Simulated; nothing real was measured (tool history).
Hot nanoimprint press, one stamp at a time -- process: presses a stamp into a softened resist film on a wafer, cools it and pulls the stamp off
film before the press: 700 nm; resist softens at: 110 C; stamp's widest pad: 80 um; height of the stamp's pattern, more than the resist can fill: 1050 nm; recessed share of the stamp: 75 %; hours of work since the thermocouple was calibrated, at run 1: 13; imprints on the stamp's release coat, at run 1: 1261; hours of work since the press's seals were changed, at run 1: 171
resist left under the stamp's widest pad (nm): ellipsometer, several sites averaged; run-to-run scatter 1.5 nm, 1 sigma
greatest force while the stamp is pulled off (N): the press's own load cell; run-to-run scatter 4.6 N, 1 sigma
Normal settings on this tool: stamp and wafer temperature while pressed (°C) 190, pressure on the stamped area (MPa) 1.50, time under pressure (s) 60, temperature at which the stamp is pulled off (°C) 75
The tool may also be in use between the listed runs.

run,day,stamp and wafer temperature while pressed (°C),pressure on the stamped area (MPa),time under pressure (s),temperature at which the stamp is pulled off (°C),hours of work since the thermocouple was calibrated,imprints on the stamp's release coat,hours of work since the press's seals were changed,resist left under the stamp's widest pad (nm),greatest force while the stamp is pulled off (N)
1,0.000,190,1.50,60,75,13,1261,171,377.6,225
2,0.779,190,1.50,60,75,24,1323,182,379.9,231
3,1.225,190,1.50,60,75,30,1358,189,377.5,231
4,1.750,190,1.50,60,75,38,1400,196,377.5,227
5,2.542,190,1.50,60,75,49,1463,207,379.0,228
6,3.162,190,1.50,60,75,57,1512,216,376.2,232
7,3.950,190,1.50,60,75,68,1575,227,378.3,227
8,4.338,190,1.50,60,62,74,1606,232,374.5,292
9,4.729,190,1.50,60,62,79,1637,238,376.4,302
10,5.500,190,1.50,60,62,90,1698,249,374.8,302
11,6.258,190,1.50,60,75,101,1758,259,376.0,240
# day 6.579: stamp cleaned and given a new release coat
12,7.054,190,0.91,60,75,108,37,267,458.0,229
13,7.946,190,1.50,42,75,121,108,279,418.0,227
14,8.754,190,1.50,42,75,132,172,291,416.8,227
15,9.196,190,1.50,92,64,139,207,297,323.5,281
16,9.738,190,1.50,42,75,146,251,305,420.6,224
17,10.146,192,2.05,33,62,152,283,310,368.7,288
18,11.071,197,1.06,31,73,165,356,323,415.0,230
19,11.504,188,1.92,60,66,171,391,329,362.3,281
20,11.971,199,1.68,118,75,178,428,336,185.6,229
21,12.829,202,1.50,60,75,190,496,348,230.9,230
22,13.617,188,2.25,60,75,201,558,359,335.0,222
23,14.058,200,1.50,60,75,207,594,365,249.1,233
24,14.900,197,1.50,60,76,219,660,377,278.7,222
25,15.300,178,1.50,60,73,224,692,383,549.4,252
26,15.812,190,1.26,100,75,231,733,390,338.5,223

Some steps in resist left under the stamp's widest pad (nm) between neighbouring runs. How much of each would the tool show without its hidden state too (settings, what came in, random variation), and how much is left for the hidden state, with any gauge scatter that isn't in both results?
Hidden state at play: true temperature over the reading, C; pressure that arrives at the usual setting, %; grip of the stamp's worn release coat, % over a new coat's; drift of the gauge itself on residual_nm, %; drift of the gauge itself on pull_off_n, %.
Run 24 -> 25: stamp and wafer temperature while pressed (°C) 197 -> 178, temperature at which the stamp is pulled off (°C) 76 -> 73. resist left under the stamp's widest pad (nm) +270.7: hidden state -5.6, all else +276.3.
Run 25 -> 26: stamp and wafer temperature while pressed (°C) 178 -> 190, pressure on the stamped area (MPa) 1.50 -> 1.26, time under pressure (s) 60 -> 100, temperature at which the stamp is pulled off (°C) 73 -> 75. resist left under the stamp's widest pad (nm) -210.9: hidden state +4.0, all else -214.9.
